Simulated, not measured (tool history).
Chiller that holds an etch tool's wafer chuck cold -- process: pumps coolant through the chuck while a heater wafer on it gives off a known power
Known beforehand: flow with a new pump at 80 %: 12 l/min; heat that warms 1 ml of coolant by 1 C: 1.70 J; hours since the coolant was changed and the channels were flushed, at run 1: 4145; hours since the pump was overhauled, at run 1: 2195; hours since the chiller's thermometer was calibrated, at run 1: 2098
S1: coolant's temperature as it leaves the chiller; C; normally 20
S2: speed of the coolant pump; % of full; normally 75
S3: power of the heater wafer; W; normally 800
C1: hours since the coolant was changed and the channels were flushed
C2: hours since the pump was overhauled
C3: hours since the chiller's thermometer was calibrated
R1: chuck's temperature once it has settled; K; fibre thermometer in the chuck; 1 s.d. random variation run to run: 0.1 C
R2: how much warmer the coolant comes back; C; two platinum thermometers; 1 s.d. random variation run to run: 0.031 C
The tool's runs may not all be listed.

Run 1, hour 0: usual settings; C1 4145; C2 2195; C3 2098. Result: R1 300.15 K, R2 2.58 C.
Run 2, hour 51.3: usual settings but S2 83 % of full; C1 4196; C2 2246; C3 2149. Result: R1 299.65 K, R2 2.36 C.
Run 3, hour 113.9: usual settings but S2 83 % of full; C1 4259; C2 2309; C3 2212. Result: R1 299.55 K, R2 2.38 C.
Run 4, hour 177.9: usual settings but S2 64 % of full; C1 4323; C2 2373; C3 2276. Result: R1 301.25 K, R2 3.09 C.
Run 5, hour 207.6: usual settings but S2 64 % of full; C1 4352; C2 2402; C3 2305. Result: R1 301.25 K, R2 3.05 C.
Run 6, hour 248: usual settings but S2 64 % of full; C1 4393; C2 2443; C3 2346. Result: R1 301.35 K, R2 3.04 C.
Run 7, hour 308.9: usual settings but S2 64 % of full; C1 4454; C2 2504; C3 2407. Result: R1 301.15 K, R2 3.03 C.
Run 8, hour 349.3: usual settings but S2 64 % of full; C1 4494; C2 2544; C3 2447. Result: R1 301.25 K, R2 3.08 C.
Run 9, hour 384: usual settings but S2 64 % of full; C1 4529; C2 2579; C3 2482. Result: R1 301.35 K, R2 3.03 C.
Run 10, hour 429.2: usual settings but S2 64 % of full; C1 4574; C2 2624; C3 2527. Result: R1 301.25 K, R2 3.02 C.
Run 11, hour 483.4: usual settings but S1 12 C; C1 4628; C2 2678; C3 2581. Result: R1 292.45 K, R2 2.62 C.
Run 12, hour 511.8: usual settings but S1 26 C, S2 69 % of full, S3 477 W; C1 4656; C2 2706; C3 2609. Result: R1 303.85 K, R2 1.71 C.
Run 13, hour 554: usual settings but S1 11 C, S2 89 % of full, S3 652 W; C1 4699; C2 2749; C3 2652. Result: R1 289.55 K, R2 1.8 C.
Run 14, hour 585.1: usual settings but S1 19 C, S2 89 % of full, S3 951 W; C1 4730; C2 2780; C3 2683. Result: R1 299.75 K, R2 2.63 C.
Run 15, hour 618.2: usual settings but S1 15 C, S2 100 % of full, S3 639 W; C1 4763; C2 2813; C3 2716. Result: R1 292.85 K, R2 1.63 C.
Run 16, hour 662: usual settings but S1 15 C, S2 100 % of full, S3 737 W; C1 4807; C2 2857; C3 2760. Result: R1 293.65 K, R2 1.81 C.
Run 17, hour 694.2: usual settings but S1 15 C, S2 100 % of full, S3 507 W; C1 4839; C2 2889; C3 2792. Result: R1 291.95 K, R2 1.26 C.
Run 18, hour 760.4: usual settings but S1 15 C, S2 100 % of full, S3 507 W; C1 4905; C2 2955; C3 2858. Result: R1 291.95 K, R2 1.28 C.
Run 19, hour 799.1: usual settings but S1 15 C, S2 100 % of full, S3 507 W; C1 4944; C2 2994; C3 2897. Result: R1 291.95 K, R2 1.21 C.
Run 20, hour 839.2: usual settings but S1 15 C, S2 100 % of full, S3 507 W; C1 4984; C2 3034; C3 2937. Result: R1 291.95 K, R2 1.35 C.

Expected results for the next run?
Run 21, hour 872.8: usual settings but S1 24 C, S2 100 % of full, S3 594 W; C1 5018; C2 3067; C3 2970. Result: R1 ?, R2 ?.

R1: 301.65 K
R2: 1.43 C
Had the tool carried no hidden state, the very same run would have given R1 300.55 K, R2 1.35 C.
